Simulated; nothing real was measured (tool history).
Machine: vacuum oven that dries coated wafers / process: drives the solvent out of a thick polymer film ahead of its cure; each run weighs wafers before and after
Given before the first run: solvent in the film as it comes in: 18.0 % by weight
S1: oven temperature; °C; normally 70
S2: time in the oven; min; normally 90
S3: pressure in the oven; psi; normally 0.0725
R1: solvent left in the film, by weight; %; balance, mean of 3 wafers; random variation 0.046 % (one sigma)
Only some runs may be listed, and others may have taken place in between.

run 1 hour=0 | S1=70 S2=90 S3=0.0725 | R1=1.13
run 2 hour=12.2 | S1=70 S2=90 S3=0.0725 | R1=1.13
run 3 hour=31.6 | S1=70 S2=104 S3=0.0725 | R1=1
run 4 hour=42.3 | S1=70 S2=129 S3=0.0725 | R1=0.69
run 5 hour=57 | S1=70 S2=129 S3=0.0725 | R1=0.85
run 6 hour=73.3 | S1=82 S2=129 S3=0.0725 | R1=0.29
run 7 hour=90.1 | S1=57 S2=104 S3=0.171 | R1=4.56
-- hour=93.6 oven's thermocouples calibrated
run 8 hour=107.7 | S1=77 S2=90 S3=0.0854 | R1=0.66
run 9 hour=129.8 | S1=63 S2=157 S3=0.0558 | R1=1.02
run 10 hour=142 | S1=75 S2=90 S3=0.0725 | R1=0.75
run 11 hour=162 | S1=84 S2=90 S3=0.04 | R1=0.18

Alternative continuations, all from the tool just after run 11; predict every row:
run A hour=178.8 | S1=84 S2=70 S3=0.04 | R1=?
run B hour=178.8 | S1=74 S2=54 S3=0.04 | R1=?
run C hour=178.8 | S1=70 S2=55 S3=0.0725 | R1=?
run D hour=178.8 | S1=56 S2=161 S3=0.1919 | R1=?
run E hour=178.8 | S1=77 S2=55 S3=0.0418 | R1=?

run=A R1=0.34
run=B R1=1.74
run=C R1=2.78
run=D R1=3.8
run=E R1=1.16
Take away the tool's hidden state, keep each run's random variation, and the runs would have read:
run=A R1=0.26
run=B R1=1.44
run=C R1=2.39
run=D R1=3.32
run=E R1=0.92

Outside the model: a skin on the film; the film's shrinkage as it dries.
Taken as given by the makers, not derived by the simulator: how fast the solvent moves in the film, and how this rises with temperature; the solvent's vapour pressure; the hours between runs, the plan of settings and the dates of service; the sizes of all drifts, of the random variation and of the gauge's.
